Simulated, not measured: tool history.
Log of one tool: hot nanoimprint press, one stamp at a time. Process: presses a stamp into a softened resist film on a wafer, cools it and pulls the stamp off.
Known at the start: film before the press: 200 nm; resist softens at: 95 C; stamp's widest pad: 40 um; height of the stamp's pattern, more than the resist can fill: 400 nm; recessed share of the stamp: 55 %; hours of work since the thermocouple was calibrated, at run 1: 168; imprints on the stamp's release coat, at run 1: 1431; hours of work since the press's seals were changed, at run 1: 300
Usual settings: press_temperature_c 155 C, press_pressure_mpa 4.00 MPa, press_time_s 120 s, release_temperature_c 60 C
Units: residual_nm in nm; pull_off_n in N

run	hour	press_temperature_c	press_pressure_mpa	press_time_s	release_temperature_c	hours of work since the thermocouple was calibrated	imprints on the stamp's release coat	hours of work since the press's seals were changed	residual_nm	pull_off_n
1	0.0	155	4.00	120	60	168	1431	300	98.0	243
2	9.1	155	4.00	217	60	174	1451	306	80.7	244
3	23.3	151	4.00	120	60	183	1482	315	119.1	254
4	30.8	151	4.00	120	60	188	1498	320	118.4	246
5	39.7	155	4.00	120	60	194	1517	326	97.8	245
6	53.1	155	4.00	120	60	203	1547	335	98.4	238
7	61.6	155	4.00	120	60	209	1565	341	97.8	235
8	69.9	146	4.20	131	60	215	1583	347	141.2	237
9	79.9	157	4.20	202	53	221	1605	353	72.0	262
10	87.2	155	4.12	120	60	226	1621	358	96.5	233

4 ways to go on from here, each from the tool as it stands after run 10. What would each give?
A	93.9	147	4.12	120	60	231	1636	363	?	?
B	93.9	155	4.12	120	49	231	1636	363	?	?
C	93.9	151	4.12	120	60	231	1636	363	?	?
D	93.9	157	4.12	164	53	231	1636	363	?	?

run	residual_nm	pull_off_n
A	139.7	226
B	96.6	266
C	117.1	240
D	78.2	262
Without the tool's hidden state the same runs would have given:
run	residual_nm	pull_off_n
A	139.6	224
B	96.5	264
C	117.1	239
D	78.2	260
